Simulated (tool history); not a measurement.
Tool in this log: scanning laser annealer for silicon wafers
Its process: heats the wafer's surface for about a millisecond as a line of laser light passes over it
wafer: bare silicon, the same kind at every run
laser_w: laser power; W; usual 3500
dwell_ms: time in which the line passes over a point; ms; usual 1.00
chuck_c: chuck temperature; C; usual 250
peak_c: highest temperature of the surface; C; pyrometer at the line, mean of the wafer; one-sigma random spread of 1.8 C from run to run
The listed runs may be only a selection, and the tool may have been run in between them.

run,hour,laser_w,dwell_ms,chuck_c,peak_c
1,0.0,3500,1.00,250,979
2,55.2,3500,1.00,250,977
3,102.0,3500,1.00,250,974
# hour 143.8: window over the wafer cleaned
4,162.4,3500,1.00,250,997
5,200.8,3500,1.00,250,999
6,229.4,3500,1.00,250,994
7,278.0,3500,1.00,250,994
8,328.2,3500,1.00,250,993
9,378.6,3561,1.00,250,1003
10,427.8,3500,1.00,218,959
11,466.6,3500,1.00,250,987
12,518.9,3500,1.00,250,987
13,577.4,3500,1.00,250,979
14,626.3,3500,1.00,250,979
15,656.5,3500,1.00,250,979
16,692.9,3500,1.00,250,979
17,730.8,3500,1.00,250,979
18,777.9,3500,1.00,250,979
19,818.5,3500,1.00,250,972
20,864.3,3500,1.00,250,970
# hour 894.6: window over the wafer cleaned
21,918.6,3500,1.00,250,993
22,949.6,3500,0.99,220,962
23,997.1,3168,0.93,259,903
24,1032.0,3827,1.17,220,1102
25,1088.0,3827,1.17,220,1106
26,1139.1,3453,1.14,220,998
27,1175.4,3453,1.14,220,1000
28,1228.7,3453,1.14,245,1021
29,1274.1,3453,0.95,232,936
30,1305.2,3453,0.95,232,933
31,1344.0,3561,1.11,245,1030
32,1380.0,3238,1.00,250,922
33,1405.1,3437,1.12,287,1048
34,1452.4,3437,1.12,287,1044
35,1506.8,3437,1.12,287,1043
36,1561.9,3500,1.01,250,974
37,1620.2,2996,1.20,273,948
# hour 1644.4: window over the wafer cleaned
38,1659.1,3629,0.82,278,971
39,1712.0,3112,1.07,250,932
40,1749.9,3502,0.70,233,845
41,1808.1,3355,0.70,233,814
42,1846.8,3355,0.70,233,814

3 ways to go on from here, each from the tool as it stands after run 42. What would each give?
A,1893.3,3137,1.00,250,?
B,1893.3,3355,0.70,266,?
C,1893.3,3500,0.85,250,?

run,peak_c
A,905
B,849
C,924
Without the tool's hidden state the same runs would have given:
run,peak_c
A,918
B,860
C,937
